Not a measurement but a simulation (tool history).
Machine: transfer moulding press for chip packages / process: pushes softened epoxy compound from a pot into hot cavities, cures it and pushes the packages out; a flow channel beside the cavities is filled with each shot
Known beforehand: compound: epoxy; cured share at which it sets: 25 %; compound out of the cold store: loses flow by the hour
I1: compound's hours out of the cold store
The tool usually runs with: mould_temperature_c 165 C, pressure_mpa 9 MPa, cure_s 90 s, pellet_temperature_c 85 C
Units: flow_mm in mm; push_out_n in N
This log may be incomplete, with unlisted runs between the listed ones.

{"run": 1, "hour": 0.0, "mould_temperature_c": 165, "pressure_mpa": 9, "cure_s": 90, "pellet_temperature_c": 85, "I1": 8.5, "flow_mm": 867, "push_out_n": 970}
{"hour": 8.0, "done": "cavities cleaned with cleaning compound and waxed"}
{"run": 2, "hour": 16.8, "mould_temperature_c": 165, "pressure_mpa": 9, "cure_s": 90, "pellet_temperature_c": 85, "I1": 18.9, "flow_mm": 853, "push_out_n": 1062}
{"run": 3, "hour": 28.0, "mould_temperature_c": 165, "pressure_mpa": 7.75, "cure_s": 90, "pellet_temperature_c": 85, "I1": 32.7, "flow_mm": 754, "push_out_n": 1032}
{"run": 4, "hour": 51.7, "mould_temperature_c": 165, "pressure_mpa": 7.75, "cure_s": 90, "pellet_temperature_c": 85, "I1": 21.8, "flow_mm": 777, "push_out_n": 1088}
{"hour": 64.4, "done": "cavities cleaned with cleaning compound and waxed"}
{"run": 5, "hour": 67.2, "mould_temperature_c": 165, "pressure_mpa": 7.75, "cure_s": 90, "pellet_temperature_c": 85, "I1": 39.6, "flow_mm": 730, "push_out_n": 726}
{"run": 6, "hour": 86.5, "mould_temperature_c": 165, "pressure_mpa": 7.75, "cure_s": 90, "pellet_temperature_c": 85, "I1": 39, "flow_mm": 735, "push_out_n": 808}
{"run": 7, "hour": 101.7, "mould_temperature_c": 165, "pressure_mpa": 7.75, "cure_s": 90, "pellet_temperature_c": 85, "I1": 19.8, "flow_mm": 778, "push_out_n": 882}
{"run": 8, "hour": 117.8, "mould_temperature_c": 165, "pressure_mpa": 8.81, "cure_s": 90, "pellet_temperature_c": 85, "I1": 17.7, "flow_mm": 841, "push_out_n": 979}
{"hour": 120.6, "done": "cavities cleaned with cleaning compound and waxed"}
{"hour": 135.0, "done": "cavities cleaned with cleaning compound and waxed, once more"}
{"run": 9, "hour": 141.8, "mould_temperature_c": 165, "pressure_mpa": 8.81, "cure_s": 90, "pellet_temperature_c": 85, "I1": 15.7, "flow_mm": 843, "push_out_n": 754}
{"run": 10, "hour": 163.3, "mould_temperature_c": 165, "pressure_mpa": 9, "cure_s": 90, "pellet_temperature_c": 85, "I1": 45.1, "flow_mm": 784, "push_out_n": 808}
{"run": 11, "hour": 173.5, "mould_temperature_c": 165, "pressure_mpa": 9, "cure_s": 90, "pellet_temperature_c": 85, "I1": 21.1, "flow_mm": 846, "push_out_n": 885}
{"run": 12, "hour": 186.5, "mould_temperature_c": 165, "pressure_mpa": 9, "cure_s": 90, "pellet_temperature_c": 85, "I1": 14.6, "flow_mm": 846, "push_out_n": 934}
{"hour": 192.0, "done": "cavities cleaned with cleaning compound and waxed"}
{"run": 13, "hour": 198.5, "mould_temperature_c": 165, "pressure_mpa": 9, "cure_s": 90, "pellet_temperature_c": 85, "I1": 16.7, "flow_mm": 850, "push_out_n": 750}
{"run": 14, "hour": 211.8, "mould_temperature_c": 163, "pressure_mpa": 9, "cure_s": 90, "pellet_temperature_c": 85, "I1": 39, "flow_mm": 791, "push_out_n": 889}
{"run": 15, "hour": 227.4, "mould_temperature_c": 168, "pressure_mpa": 8.76, "cure_s": 95, "pellet_temperature_c": 85, "I1": 15.2, "flow_mm": 843, "push_out_n": 722}
{"run": 16, "hour": 240.9, "mould_temperature_c": 168, "pressure_mpa": 8.76, "cure_s": 95, "pellet_temperature_c": 85, "I1": 29.4, "flow_mm": 785, "push_out_n": 735}
{"hour": 249.8, "done": "cavities cleaned with cleaning compound and waxed"}
{"run": 17, "hour": 259.3, "mould_temperature_c": 172, "pressure_mpa": 9.32, "cure_s": 90, "pellet_temperature_c": 81, "I1": 8.8, "flow_mm": 864, "push_out_n": 587}
{"run": 18, "hour": 278.0, "mould_temperature_c": 172, "pressure_mpa": 9.32, "cure_s": 90, "pellet_temperature_c": 81, "I1": 24.9, "flow_mm": 819, "push_out_n": 615}
{"run": 19, "hour": 296.8, "mould_temperature_c": 163, "pressure_mpa": 9.83, "cure_s": 88, "pellet_temperature_c": 76, "I1": 35.9, "flow_mm": 840, "push_out_n": 1035}
{"hour": 307.1, "done": "cavities cleaned with cleaning compound and waxed"}
{"run": 20, "hour": 316.9, "mould_temperature_c": 164, "pressure_mpa": 10.75, "cure_s": 124, "pellet_temperature_c": 88, "I1": 23.7, "flow_mm": 895, "push_out_n": 519}
{"run": 21, "hour": 339.5, "mould_temperature_c": 164, "pressure_mpa": 10.75, "cure_s": 124, "pellet_temperature_c": 88, "I1": 11.9, "flow_mm": 929, "push_out_n": 585}
{"hour": 358.3, "done": "plunger's sealing rings changed"}
{"run": 22, "hour": 362.9, "mould_temperature_c": 162, "pressure_mpa": 7.89, "cure_s": 101, "pellet_temperature_c": 93, "I1": 21.3, "flow_mm": 815, "push_out_n": 859}
{"hour": 366.3, "done": "cavities cleaned with cleaning compound and waxed"}
{"run": 23, "hour": 387.1, "mould_temperature_c": 163, "pressure_mpa": 7.89, "cure_s": 88, "pellet_temperature_c": 93, "I1": 12.6, "flow_mm": 838, "push_out_n": 979}
{"run": 24, "hour": 406.6, "mould_temperature_c": 165, "pressure_mpa": 9, "cure_s": 90, "pellet_temperature_c": 87, "I1": 42.4, "flow_mm": 818, "push_out_n": 847}
{"hour": 422.4, "done": "cavities cleaned with cleaning compound and waxed"}
{"run": 25, "hour": 426.0, "mould_temperature_c": 165, "pressure_mpa": 9, "cure_s": 124, "pellet_temperature_c": 77, "I1": 17.9, "flow_mm": 887, "push_out_n": 482}
{"run": 26, "hour": 444.6, "mould_temperature_c": 164, "pressure_mpa": 9.08, "cure_s": 101, "pellet_temperature_c": 90, "I1": 12.5, "flow_mm": 913, "push_out_n": 698}
{"run": 27, "hour": 466.6, "mould_temperature_c": 164, "pressure_mpa": 9.08, "cure_s": 101, "pellet_temperature_c": 90, "I1": 46.8, "flow_mm": 804, "push_out_n": 723}
{"hour": 480.3, "done": "cavities cleaned with cleaning compound and waxed"}
{"run": 28, "hour": 491.5, "mould_temperature_c": 161, "pressure_mpa": 7.81, "cure_s": 101, "pellet_temperature_c": 76, "I1": 29.4, "flow_mm": 782, "push_out_n": 780}

Below are 4 alternative next runs, each starting from the tool's condition after run 28. Predict each:
{"run": "A", "hour": 509.1, "mould_temperature_c": 164, "pressure_mpa": 9, "cure_s": 90, "pellet_temperature_c": 85, "I1": 40.4, "flow_mm": "?", "push_out_n": "?"}
{"run": "B", "hour": 509.1, "mould_temperature_c": 163, "pressure_mpa": 8.24, "cure_s": 90, "pellet_temperature_c": 85, "I1": 32.5, "flow_mm": "?", "push_out_n": "?"}
{"run": "C", "hour": 509.1, "mould_temperature_c": 165, "pressure_mpa": 10.94, "cure_s": 90, "pellet_temperature_c": 77, "I1": 30.8, "flow_mm": "?", "push_out_n": "?"}
{"run": "D", "hour": 509.1, "mould_temperature_c": 165, "pressure_mpa": 9, "cure_s": 88, "pellet_temperature_c": 79, "I1": 15.4, "flow_mm": "?", "push_out_n": "?"}

run=A flow_mm=819 push_out_n=884
run=B flow_mm=801 push_out_n=912
run=C flow_mm=940 push_out_n=820
run=D flow_mm=896 push_out_n=931
The same runs, with their run-to-run variation unchanged, on a tool lacking any hidden condition would have given:
run=A flow_mm=832 push_out_n=774
run=B flow_mm=813 push_out_n=800
run=C flow_mm=954 push_out_n=717
run=D flow_mm=910 push_out_n=818
